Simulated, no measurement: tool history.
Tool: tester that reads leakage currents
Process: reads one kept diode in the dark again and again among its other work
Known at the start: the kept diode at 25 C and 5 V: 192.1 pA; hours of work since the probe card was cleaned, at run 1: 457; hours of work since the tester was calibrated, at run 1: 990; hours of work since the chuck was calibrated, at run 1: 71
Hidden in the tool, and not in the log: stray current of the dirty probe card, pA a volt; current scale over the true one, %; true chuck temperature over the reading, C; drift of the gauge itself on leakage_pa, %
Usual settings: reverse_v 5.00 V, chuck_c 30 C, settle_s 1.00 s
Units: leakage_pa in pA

run	hour	reverse_v	chuck_c	settle_s	hours of work since the probe card was cleaned	hours of work since the tester was calibrated	hours of work since the chuck was calibrated	leakage_pa
1	0.0	5.00	30	1.00	457	990	71	285.44
2	26.6	5.00	30	3.11	476	1009	90	283.23
3	56.8	5.00	30	3.11	498	1031	112	285.57
4	86.2	5.00	30	3.11	519	1052	133	282.88
5	107.3	5.00	30	3.11	534	1067	148	283.13
6	142.3	5.00	30	3.11	559	1092	173	282.24
7	161.2	5.00	30	3.11	573	1106	187	282.32
8	186.8	5.00	30	3.11	591	1124	205	281.83
9	218.0	5.00	30	3.11	614	1147	227	280.78
10	244.5	5.00	30	3.11	632	1166	246	280.62
11	263.8	5.00	30	3.11	646	1179	260	278.44
12	298.9	5.00	30	2.70	671	1205	285	278.54
13	319.9	5.00	30	2.70	687	1220	300	279.05
14	352.5	5.00	30	1.00	710	1243	324	279.74
15	378.6	16.75	30	1.00	729	1262	342	574.92
16	397.2	16.75	30	1.00	742	1275	356	573.52
17	427.6	16.75	30	2.14	764	1297	377	566.00
18	459.1	16.75	30	2.14	786	1319	400	566.90
19	477.5	16.75	22	2.14	800	1333	413	303.53
20	499.0	16.75	22	2.14	815	1348	429	304.45
21	518.5	16.75	22	2.14	829	1362	443	304.18
22	546.2	1.83	22	7.34	849	1382	463	81.00
23	575.3	1.83	22	7.34	870	1403	483	81.18
24	602.9	1.83	22	7.34	889	1422	503	81.14
25	627.5	1.83	32	1.44	907	1440	521	176.43
26	663.9	1.83	32	1.44	933	1466	547	174.85
27	687.0	19.22	32	3.05	950	1483	563	705.30
28	713.0	10.76	47	3.61	968	1501	582	1456.81
29	749.7	7.12	47	3.61	995	1528	608	1133.24
30	764.9	7.12	47	3.61	1005	1539	619	1140.51
31	789.0	7.12	26	3.61	1023	1556	636	245.68
32	805.5	5.00	32	6.43	1035	1568	648	314.49
33	826.0	14.30	43	1.00	1049	1582	663	1299.68
34	854.2	14.30	36	5.98	1069	1603	683	783.57
35	885.3	14.30	51	1.66	1092	1625	705	2235.51
36	901.8	14.30	51	5.09	1104	1637	717	2223.08
37	930.5	1.27	42	4.82	1124	1657	738	287.90
38	945.3	1.27	42	4.82	1135	1668	749	289.06
39	976.6	1.27	42	4.82	1157	1690	771	288.74
40	997.0	3.49	28	5.50	1172	1705	786	185.41
41	1019.6	4.47	23	1.32	1188	1721	802	145.01

Forecast each of these 3 alternatives for the next run:
A	1040.3	5.00	39	1.00	1203	1736	817	?
B	1040.3	1.63	39	0.56	1203	1736	817	?
C	1040.3	5.00	31	0.46	1203	1736	817	?

run	leakage_pa
A	519.60
B	267.89
C	289.25
Without the tool's hidden state the same runs would have given:
run	leakage_pa
A	552.13
B	285.00
C	307.67

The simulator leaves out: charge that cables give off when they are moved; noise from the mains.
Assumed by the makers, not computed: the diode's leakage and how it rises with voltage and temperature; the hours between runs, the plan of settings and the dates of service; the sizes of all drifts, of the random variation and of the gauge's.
